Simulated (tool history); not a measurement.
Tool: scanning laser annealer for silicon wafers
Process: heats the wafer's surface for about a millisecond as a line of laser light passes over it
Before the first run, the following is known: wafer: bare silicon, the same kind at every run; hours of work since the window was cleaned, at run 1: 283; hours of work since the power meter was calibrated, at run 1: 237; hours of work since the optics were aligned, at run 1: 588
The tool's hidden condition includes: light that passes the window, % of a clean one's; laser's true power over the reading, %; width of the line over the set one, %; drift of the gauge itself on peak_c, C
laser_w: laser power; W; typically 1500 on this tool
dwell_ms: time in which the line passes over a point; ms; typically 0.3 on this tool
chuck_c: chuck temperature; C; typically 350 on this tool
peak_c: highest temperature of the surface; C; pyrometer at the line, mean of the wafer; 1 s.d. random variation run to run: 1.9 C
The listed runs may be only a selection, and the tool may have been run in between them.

run,day,laser_w,dwell_ms,chuck_c,hours of work since the window was cleaned,hours of work since the power meter was calibrated,hours of work since the optics were aligned,peak_c
1,0,1500,0.3,350,283,237,588,1108
2,0.367,1500,0.3,350,287,241,592,1107
3,0.804,1500,0.3,350,292,246,597,1111
4,1.062,1500,0.3,350,295,249,600,1110
5,1.362,1500,0.3,350,298,252,604,1105
6,1.808,1500,0.3,350,303,257,609,1106
7,2.083,1500,0.3,350,306,260,612,1108
# day 2.262: laser's power meter calibrated
8,2.546,1500,0.3,387,310,3,615,1141
9,3.125,1500,0.3,387,317,10,622,1145
10,3.729,1339,0.239,344,323,16,628,937
11,4.062,1323,0.239,321,327,20,632,905
12,4.679,1496,0.239,339,334,27,639,1013
# day 4.938: laser's power meter calibrated, once more
13,5.408,1496,0.224,324,340,5,646,983

4 options for the next run, each taken on its own from the tool as it stands now. Forecast them:
A,5.804,1629,0.3,350,345,10,650,?
B,5.804,1407,0.266,314,345,10,650,?
C,5.804,1500,0.241,350,345,10,650,?
D,5.804,1507,0.251,350,345,10,650,?

run,peak_c
A,1185
B,977
C,1032
D,1051
With the hidden condition removed and each run's random variation left untouched, the same runs would have given:
run,peak_c
A,1214
B,999
C,1055
D,1075

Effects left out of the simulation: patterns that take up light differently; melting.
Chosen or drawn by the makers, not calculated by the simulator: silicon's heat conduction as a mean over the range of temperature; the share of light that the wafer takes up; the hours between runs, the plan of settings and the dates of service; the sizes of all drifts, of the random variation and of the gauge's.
